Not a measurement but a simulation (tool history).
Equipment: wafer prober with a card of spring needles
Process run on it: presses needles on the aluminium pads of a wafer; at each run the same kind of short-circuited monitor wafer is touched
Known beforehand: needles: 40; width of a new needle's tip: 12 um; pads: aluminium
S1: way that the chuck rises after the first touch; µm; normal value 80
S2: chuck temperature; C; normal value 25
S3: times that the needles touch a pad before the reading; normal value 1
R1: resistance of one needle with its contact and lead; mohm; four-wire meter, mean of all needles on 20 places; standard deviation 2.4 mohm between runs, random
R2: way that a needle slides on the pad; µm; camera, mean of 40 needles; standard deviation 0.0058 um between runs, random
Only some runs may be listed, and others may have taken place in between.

{"run": 1, "hour": 0.0, "S1": 80, "S2": 25, "S3": 1, "R1": 271, "R2": 16.531}
{"run": 2, "hour": 19.2, "S1": 80, "S2": 25, "S3": 1, "R1": 272, "R2": 16.558}
{"hour": 25.4, "done": "tips cleaned on abrasive film"}
{"run": 3, "hour": 43.3, "S1": 80, "S2": 25, "S3": 1, "R1": 269, "R2": 16.575}
{"hour": 51.7, "done": "tips cleaned on abrasive film"}
{"run": 4, "hour": 69.4, "S1": 99, "S2": 25, "S3": 1, "R1": 272, "R2": 20.521}
{"hour": 76.6, "done": "tips cleaned on abrasive film"}
{"run": 5, "hour": 98.4, "S1": 88, "S2": 25, "S3": 1, "R1": 266, "R2": 18.254}
{"hour": 101.4, "done": "tips cleaned on abrasive film"}
{"hour": 127.4, "done": "tips cleaned on abrasive film"}
{"run": 6, "hour": 136.1, "S1": 80, "S2": 25, "S3": 1, "R1": 264, "R2": 16.623}
{"hour": 153.4, "done": "tips cleaned on abrasive film"}
{"run": 7, "hour": 160.3, "S1": 80, "S2": 25, "S3": 1, "R1": 270, "R2": 16.659}
{"hour": 178.5, "done": "tips cleaned on abrasive film"}
{"run": 8, "hour": 193.1, "S1": 80, "S2": 25, "S3": 1, "R1": 268, "R2": 16.671}
{"hour": 200.7, "done": "height of the first contact set anew"}
{"hour": 206.6, "done": "tips cleaned on abrasive film"}
{"run": 9, "hour": 218.1, "S1": 80, "S2": 25, "S3": 1, "R1": 270, "R2": 16.693}
{"hour": 232.3, "done": "tips cleaned on abrasive film"}
{"run": 10, "hour": 255.1, "S1": 80, "S2": 25, "S3": 2, "R1": 273, "R2": 16.713}
{"hour": 257.3, "done": "tips cleaned on abrasive film"}
{"run": 11, "hour": 273.8, "S1": 80, "S2": 25, "S3": 2, "R1": 271, "R2": 16.726}
{"hour": 282.8, "done": "tips cleaned on abrasive film"}
{"run": 12, "hour": 305.8, "S1": 80, "S2": 25, "S3": 2, "R1": 266, "R2": 16.754}
{"hour": 308.0, "done": "tips cleaned on abrasive film"}
{"hour": 334.0, "done": "tips cleaned on abrasive film"}
{"run": 13, "hour": 336.8, "S1": 80, "S2": 25, "S3": 2, "R1": 271, "R2": 16.759}
{"run": 14, "hour": 357.5, "S1": 80, "S2": 25, "S3": 2, "R1": 274, "R2": 16.801}
{"hour": 360.0, "done": "tips cleaned on abrasive film"}
{"run": 15, "hour": 384.5, "S1": 83, "S2": 25, "S3": 2, "R1": 273, "R2": 17.435}
{"hour": 388.3, "done": "tips cleaned on abrasive film"}
{"hour": 416.4, "done": "tips cleaned on abrasive film"}
{"run": 16, "hour": 420.6, "S1": 83, "S2": 25, "S3": 2, "R1": 268, "R2": 17.474}
{"hour": 443.2, "done": "tips cleaned on abrasive film"}
{"run": 17, "hour": 452.3, "S1": 83, "S2": 98, "S3": 3, "R1": 291, "R2": 17.49}
{"hour": 469.1, "done": "tips cleaned on abrasive film"}
{"run": 18, "hour": 475.5, "S1": 60, "S2": 25, "S3": 2, "R1": 273, "R2": 12.643}
{"run": 19, "hour": 492.2, "S1": 78, "S2": 45, "S3": 3, "R1": 278, "R2": 16.462}
{"hour": 495.6, "done": "tips cleaned on abrasive film"}
{"hour": 521.1, "done": "tips cleaned on abrasive film"}
{"run": 20, "hour": 528.7, "S1": 97, "S2": 40, "S3": 2, "R1": 275, "R2": 20.484}
{"hour": 532.6, "done": "height of the first contact set anew"}
{"hour": 536.9, "done": "gauge calibrated"}
{"hour": 548.4, "done": "tips cleaned on abrasive film"}
{"run": 21, "hour": 559.6, "S1": 97, "S2": 40, "S3": 2, "R1": 272, "R2": 20.068}
{"hour": 574.4, "done": "tips cleaned on abrasive film"}
{"run": 22, "hour": 593.2, "S1": 63, "S2": 45, "S3": 2, "R1": 279, "R2": 13.049}
{"hour": 599.5, "done": "tips cleaned on abrasive film"}
{"run": 23, "hour": 620.4, "S1": 77, "S2": 57, "S3": 2, "R1": 281, "R2": 15.976}
{"hour": 626.9, "done": "tips cleaned on abrasive film"}
{"run": 24, "hour": 645.3, "S1": 77, "S2": 57, "S3": 2, "R1": 280, "R2": 15.988}
{"hour": 653.6, "done": "tips cleaned on abrasive film"}
{"run": 25, "hour": 666.8, "S1": 77, "S2": 57, "S3": 2, "R1": 281, "R2": 15.993}
{"hour": 680.7, "done": "tips cleaned on abrasive film"}
{"run": 26, "hour": 699.0, "S1": 77, "S2": 57, "S3": 2, "R1": 282, "R2": 16.025}
{"hour": 707.0, "done": "tips cleaned on abrasive film"}
{"run": 27, "hour": 726.5, "S1": 80, "S2": 55, "S3": 1, "R1": 276, "R2": 16.669}
{"hour": 733.3, "done": "tips cleaned on abrasive film"}
{"run": 28, "hour": 749.5, "S1": 96, "S2": 51, "S3": 1, "R1": 273, "R2": 20.023}
{"hour": 759.9, "done": "tips cleaned on abrasive film"}
{"run": 29, "hour": 780.3, "S1": 96, "S2": 51, "S3": 1, "R1": 279, "R2": 20.051}
{"hour": 786.2, "done": "tips cleaned on abrasive film"}
{"run": 30, "hour": 806.6, "S1": 67, "S2": 60, "S3": 2, "R1": 281, "R2": 14.007}
{"hour": 813.3, "done": "tips cleaned on abrasive film"}
{"hour": 839.5, "done": "tips cleaned on abrasive film"}
{"run": 31, "hour": 844.7, "S1": 98, "S2": 25, "S3": 1, "R1": 266, "R2": 20.515}
{"hour": 863.4, "done": "height of the first contact set anew"}
{"run": 32, "hour": 864.3, "S1": 98, "S2": 25, "S3": 1, "R1": 268, "R2": 20.542}

Each row is a separate what-if for the run after 32, all from the same tool condition, not one after another. Results?
{"hour": 866.5, "done": "tips cleaned on abrasive film"}
{"hour": 894.0, "done": "tips cleaned on abrasive film"}
{"run": "A", "hour": 895.8, "S1": 80, "S2": 27, "S3": 2, "R1": "?", "R2": "?"}
{"hour": 866.5, "done": "tips cleaned on abrasive film"}
{"hour": 894.0, "done": "tips cleaned on abrasive film"}
{"run": "B", "hour": 895.8, "S1": 98, "S2": 33, "S3": 1, "R1": "?", "R2": "?"}
{"hour": 866.5, "done": "tips cleaned on abrasive film"}
{"hour": 894.0, "done": "tips cleaned on abrasive film"}
{"run": "C", "hour": 895.8, "S1": 77, "S2": 26, "S3": 1, "R1": "?", "R2": "?"}
{"hour": 866.5, "done": "tips cleaned on abrasive film"}
{"hour": 894.0, "done": "tips cleaned on abrasive film"}
{"run": "D", "hour": 895.8, "S1": 80, "S2": 72, "S3": 1, "R1": "?", "R2": "?"}

run=A R1=269 R2=16.785
run=B R1=272 R2=20.562
run=C R1=268 R2=16.156
run=D R1=286 R2=16.788
Without the tool's unlogged condition, the same runs would have read:
run=A R1=269 R2=16.534
run=B R1=272 R2=20.254
run=C R1=268 R2=15.914
run=D R1=286 R2=16.537

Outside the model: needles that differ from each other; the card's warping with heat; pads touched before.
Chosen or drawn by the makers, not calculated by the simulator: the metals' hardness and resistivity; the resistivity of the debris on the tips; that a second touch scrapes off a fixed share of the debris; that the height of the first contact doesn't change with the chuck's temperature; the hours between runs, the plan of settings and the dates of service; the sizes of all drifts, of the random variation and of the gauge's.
